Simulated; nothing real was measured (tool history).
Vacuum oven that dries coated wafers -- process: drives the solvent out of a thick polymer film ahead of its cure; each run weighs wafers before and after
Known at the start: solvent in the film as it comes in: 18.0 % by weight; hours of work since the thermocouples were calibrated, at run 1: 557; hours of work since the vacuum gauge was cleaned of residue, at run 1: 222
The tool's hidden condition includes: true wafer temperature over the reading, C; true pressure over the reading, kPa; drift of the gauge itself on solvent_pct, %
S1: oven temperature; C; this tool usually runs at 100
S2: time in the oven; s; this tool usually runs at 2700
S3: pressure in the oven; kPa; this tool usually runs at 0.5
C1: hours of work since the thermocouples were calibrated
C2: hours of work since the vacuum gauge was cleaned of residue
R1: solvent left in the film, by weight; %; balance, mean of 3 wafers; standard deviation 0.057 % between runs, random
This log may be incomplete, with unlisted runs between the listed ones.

| run | hour | S1 | S2 | S3 | C1 | C2 | R1 |
|---|---|---|---|---|---|---|---|
| 1 | 0 | 100 | 2700 | 0.5 | 557 | 222 | 2.66 |
| 2 | 28.6 | 100 | 2700 | 0.5 | 578 | 243 | 2.67 |
| 3 | 92.3 | 113 | 2700 | 0.5 | 624 | 289 | 1.09 |
| 4 | 148.7 | 113 | 2700 | 0.5 | 665 | 330 | 0.99 |
| 5 | 193.1 | 100 | 3240 | 0.5 | 698 | 362 | 1.98 |
| 6 | 255 | 100 | 3240 | 0.5 | 743 | 407 | 1.92 |
| 7 | 288.7 | 100 | 3240 | 0.5 | 767 | 432 | 2.01 |
| 8 | 349.4 | 100 | 3240 | 0.5 | 811 | 476 | 1.92 |
| 9 | 387.9 | 100 | 3240 | 0.5 | 839 | 504 | 1.96 |
| 10 | 447 | 98 | 2700 | 0.5 | 882 | 547 | 2.99 |
| 11 | 476.9 | 98 | 2700 | 0.5 | 904 | 569 | 2.92 |
| 12 | 519.8 | 93 | 2700 | 0.5 | 935 | 600 | 3.99 |
| 13 | 564.6 | 93 | 2700 | 0.5 | 968 | 633 | 4.04 |
| 14 | 598.1 | 93 | 2700 | 0.5 | 992 | 657 | 4.06 |
| 15 | 651.2 | 108 | 1980 | 0.5 | 1031 | 696 | 2.85 |
| 16 | 714.8 | 111 | 1980 | 0.308 | 1077 | 742 | 2.11 |
| 17 | 763.3 | 98 | 2700 | 0.5 | 1113 | 777 | 2.96 |
| 18 | 820.8 | 98 | 2700 | 0.5 | 1155 | 819 | 3.07 |
| 19 | 872.8 | 98 | 2700 | 0.5 | 1192 | 857 | 3.07 |
| 20 | 901.4 | 109 | 2700 | 0.367 | 1213 | 878 | 1.4 |
| 21 | 960.5 | 109 | 2700 | 0.367 | 1256 | 921 | 1.41 |
| 22 | 1020.2 | 109 | 1680 | 0.367 | 1300 | 964 | 3.22 |
| 23 | 1080 | 107 | 1500 | 0.282 | 1343 | 1008 | 4.25 |
| 24 | 1144.1 | 107 | 1500 | 0.282 | 1390 | 1054 | 4.2 |
| 25 | 1187.9 | 107 | 1500 | 0.282 | 1422 | 1086 | 4.17 |

Forecast each of these 4 alternatives for the next run:
| A | 1220.6 | 87 | 1500 | 0.572 | 1445 | 1110 | ? |
| B | 1220.6 | 100 | 2700 | 0.704 | 1445 | 1110 | ? |
| C | 1220.6 | 114 | 3660 | 1.483 | 1445 | 1110 | ? |
| D | 1220.6 | 101 | 1500 | 1.662 | 1445 | 1110 | ? |

| run | R1 |
|---|---|
| A | 8.35 |
| B | 2.78 |
| C | 0.94 |
| D | 6.06 |
Without the tool's hidden state the same runs would have given:
| run | R1 |
|---|---|
| A | 8.32 |
| B | 2.77 |
| C | 0.94 |
| D | 6.04 |

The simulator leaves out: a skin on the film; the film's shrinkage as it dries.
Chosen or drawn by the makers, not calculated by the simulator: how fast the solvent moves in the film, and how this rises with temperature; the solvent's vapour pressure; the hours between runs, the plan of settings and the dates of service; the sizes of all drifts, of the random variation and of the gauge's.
